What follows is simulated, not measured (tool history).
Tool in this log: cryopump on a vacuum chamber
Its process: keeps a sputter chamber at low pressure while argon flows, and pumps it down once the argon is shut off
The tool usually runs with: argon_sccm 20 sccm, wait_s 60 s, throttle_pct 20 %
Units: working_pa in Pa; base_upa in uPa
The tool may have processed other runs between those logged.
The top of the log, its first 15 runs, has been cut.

| run | hour | argon_sccm | wait_s | throttle_pct | working_pa | base_upa |
|---|---|---|---|---|---|---|
| 16 | 454.8 | 20 | 60 | 20 | 0.0793 | 1.02 |
| 17 | 493.5 | 20 | 60 | 20 | 0.0802 | 1.11 |
| 18 | 532.4 | 12 | 224 | 33 | 0.0296 | 0.58 |
| 19 | 571.4 | 11 | 130 | 16 | 0.0547 | 0.73 |
| 20 | 607.6 | 24 | 60 | 20 | 0.0965 | 1.12 |
| 21 | 645.6 | 12 | 179 | 24 | 0.0401 | 0.7 |
| 22 | 675.6 | 12 | 179 | 24 | 0.04 | 0.72 |
| 23 | 697.6 | 12 | 179 | 17 | 0.0565 | 0.67 |

Run 24, settings as shown, results not yet in. Your forecast:
| 24 | 726.3 | 19 | 44 | 17 | ? | ? |

Run 24 gave working_pa 0.0899 Pa, base_upa 1.5 uPa.
With no hidden state in the tool, this same run would have given working_pa 0.0866 Pa, base_upa 1.15 uPa.
